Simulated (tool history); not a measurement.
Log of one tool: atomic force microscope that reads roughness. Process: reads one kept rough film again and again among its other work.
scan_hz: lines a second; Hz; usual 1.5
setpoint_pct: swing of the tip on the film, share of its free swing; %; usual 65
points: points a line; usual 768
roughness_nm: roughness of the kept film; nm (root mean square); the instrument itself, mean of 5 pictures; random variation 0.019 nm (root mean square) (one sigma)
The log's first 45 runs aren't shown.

run,hour,scan_hz,setpoint_pct,points,pictures with this tip,hours of work since the height scale was calibrated,roughness_nm
# hour 446.6: new tip fitted
46,446.7,1.55,72,607,0,41,4.585
47,456.1,2.29,66,668,6,45,4.539
48,467.8,2.29,66,668,14,50,4.513
49,479.4,0.78,74,706,22,55,4.642
50,493.1,0.78,74,706,31,60,4.61
51,507.2,0.8,60,346,41,66,4.668
52,520.2,0.8,60,346,50,72,4.626
53,529.8,3.05,84,364,56,76,3.762
54,542.5,1.5,90,389,65,81,4.013

Forecast each of these 3 alternatives for the next run:
A,553.8,3.33,90,389,72,86,?
B,553.8,1.5,62,950,72,86,?
C,553.8,0.76,65,274,72,86,?

run,roughness_nm
A,3.437
B,4.486
C,4.499
Without the tool's hidden state the same runs would have given:
run,roughness_nm
A,3.625
B,4.731
C,4.744
